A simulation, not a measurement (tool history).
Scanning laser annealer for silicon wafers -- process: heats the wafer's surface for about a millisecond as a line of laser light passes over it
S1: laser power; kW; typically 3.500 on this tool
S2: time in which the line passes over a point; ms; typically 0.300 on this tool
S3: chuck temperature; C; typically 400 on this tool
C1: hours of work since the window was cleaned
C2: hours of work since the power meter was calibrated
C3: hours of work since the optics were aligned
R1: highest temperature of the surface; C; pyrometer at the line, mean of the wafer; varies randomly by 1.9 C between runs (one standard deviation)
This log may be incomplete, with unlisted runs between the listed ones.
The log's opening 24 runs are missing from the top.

Run 25, hour 631.4: usual settings but S1 3.039 kW, S2 0.250 ms, S3 377 C; C1 407; C2 30; C3 108. Result: R1 925 C.
Run 26, hour 663.4: usual settings but S1 3.039 kW, S2 0.250 ms, S3 377 C; C1 421; C2 45; C3 123. Result: R1 926 C.
Run 27, hour 682.1: usual settings but S1 3.764 kW, S2 0.263 ms, S3 391 C; C1 430; C2 53; C3 131. Result: R1 1134 C.
Run 28, hour 712.9: usual settings but S2 0.274 ms; C1 444; C2 67; C3 145. Result: R1 1091 C.
Run 29, hour 734.5: usual settings but S2 0.274 ms; C1 453; C2 77; C3 155. Result: R1 1088 C.
Run 30, hour 753.7: usual settings but S2 0.258 ms, S3 360 C; C1 462; C2 85; C3 163. Result: R1 1027 C.
Run 31, hour 787.2: usual settings but S2 0.258 ms, S3 360 C; C1 477; C2 100; C3 178. Result: R1 1023 C.
Run 32, hour 822.6: usual settings but S2 0.310 ms; C1 493; C2 116; C3 194. Result: R1 1132 C.
Run 33, hour 856.7: usual settings but S1 3.473 kW, S2 0.276 ms, S3 390 C; C1 508; C2 131; C3 210. Result: R1 1073 C.
Run 34, hour 886.8: usual settings but S2 0.270 ms; C1 522; C2 145; C3 223. Result: R1 1077 C.
Run 35, hour 915.2: usual settings but S2 0.270 ms, S3 423 C; C1 534; C2 158; C3 236. Result: R1 1098 C.
Run 36, hour 937.9: usual settings but S2 0.270 ms, S3 423 C; C1 545; C2 168; C3 246. Result: R1 1099 C.

Consider 3 possible next runs. They are alternatives, not a sequence: every one starts from the tool as it was left by run 36. What does each give?
Run A, hour 966.0: usual settings but S1 3.610 kW, S2 0.270 ms, S3 423 C; C1 557; C2 181; C3 259. Result: R1 ?.
Run B, hour 966.0: usual settings but S1 2.975 kW, S2 0.358 ms; C1 557; C2 181; C3 259. Result: R1 ?.
Run C, hour 966.0: usual settings but S1 3.313 kW, S2 0.376 ms, S3 368 C; C1 557; C2 181; C3 259. Result: R1 ?.

run    R1
  A  1126
  B  1041
  C  1125
With no hidden state in the tool, these same runs would have given:
run    R1
  A  1160
  B  1071
  C  1162

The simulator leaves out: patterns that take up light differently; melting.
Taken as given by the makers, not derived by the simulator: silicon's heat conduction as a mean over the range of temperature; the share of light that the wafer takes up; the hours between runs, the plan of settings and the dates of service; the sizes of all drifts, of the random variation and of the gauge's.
